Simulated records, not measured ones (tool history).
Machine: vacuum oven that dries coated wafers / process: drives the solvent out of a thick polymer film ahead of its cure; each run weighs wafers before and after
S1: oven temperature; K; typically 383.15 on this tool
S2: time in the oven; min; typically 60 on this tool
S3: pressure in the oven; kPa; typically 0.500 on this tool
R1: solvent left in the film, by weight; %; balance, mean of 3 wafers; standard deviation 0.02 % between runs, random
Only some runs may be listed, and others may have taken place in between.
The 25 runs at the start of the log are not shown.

Run 26, hour 309.1: usual settings but S1 388.15 K, S2 73 min, S3 0.757 kPa. Result: R1 0.98 %.
Run 27, hour 323.7: usual settings but S1 385.15 K, S3 0.405 kPa. Result: R1 1.75 %.
Run 28, hour 337.8: usual settings but S1 397.15 K, S2 72 min, S3 0.604 kPa. Result: R1 0.43 %.
Run 29, hour 350.8: usual settings but S1 397.15 K, S2 72 min, S3 0.397 kPa. Result: R1 0.37 %.
Run 30, hour 358.2: usual settings but S1 391.15 K, S2 81 min, S3 0.273 kPa. Result: R1 0.47 %.
Run 31, hour 373.7: usual settings but S1 391.15 K, S2 81 min, S3 0.273 kPa. Result: R1 0.48 %.
Run 32, hour 390.4: usual settings but S1 398.15 K, S2 92 min, S3 0.385 kPa. Result: R1 0.20 %.
Run 33, hour 404.8: usual settings but S1 394.15 K, S2 34 min, S3 0.775 kPa. Result: R1 2.77 %.
Run 34, hour 412.0: usual settings but S1 384.15 K, S2 54 min, S3 0.652 kPa. Result: R1 2.33 %.
Run 35, hour 419.5: usual settings but S1 384.15 K, S2 54 min, S3 0.652 kPa. Result: R1 2.31 %.
Run 36, hour 427.4: usual settings but S1 374.15 K, S3 0.677 kPa. Result: R1 3.41 %.
Run 37, hour 444.2: usual settings but S1 374.15 K, S3 0.677 kPa. Result: R1 3.46 %.
Run 38, hour 460.4: usual settings but S1 381.15 K, S2 73 min. Result: R1 1.59 %.
Run 39, hour 474.1: usual settings but S2 43 min, S3 0.403 kPa. Result: R1 3.28 %.
Run 40, hour 484.8: usual settings but S1 391.15 K, S2 44 min, S3 1.445 kPa. Result: R1 2.31 %.
Run 41, hour 494.1: usual settings but S1 391.15 K, S2 44 min, S3 1.445 kPa. Result: R1 2.27 %.
Run 42, hour 509.9: usual settings but S1 391.15 K, S2 44 min, S3 1.445 kPa. Result: R1 2.32 %.
Run 43, hour 524.1: usual settings but S2 40 min, S3 0.394 kPa. Result: R1 3.63 %.
Run 44, hour 531.6: usual settings but S2 40 min, S3 0.394 kPa. Result: R1 3.67 %.
Run 45, hour 539.4: usual settings but S3 0.954 kPa. Result: R1 2.10 %.
Run 46, hour 549.9: usual settings but S1 384.15 K, S3 0.954 kPa. Result: R1 2.02 %.
Run 47, hour 557.2: usual settings but S1 386.15 K. Result: R1 1.65 %.
Run 48, hour 572.5: usual settings but S1 386.15 K. Result: R1 1.64 %.

What if the next run were any one of these 3? Each begins from the tool's condition after run 48:
Run A, hour 582.3: usual settings but S1 377.15 K. Result: R1 ?.
Run B, hour 582.3: usual settings but S3 0.922 kPa. Result: R1 ?.
Run C, hour 582.3: usual settings but S3 0.532 kPa. Result: R1 ?.

run    R1
  A  2.85
  B  2.12
  C  1.98
What these runs would have given with no unlogged condition in the tool:
run    R1
  A  2.84
  B  2.11
  C  1.97
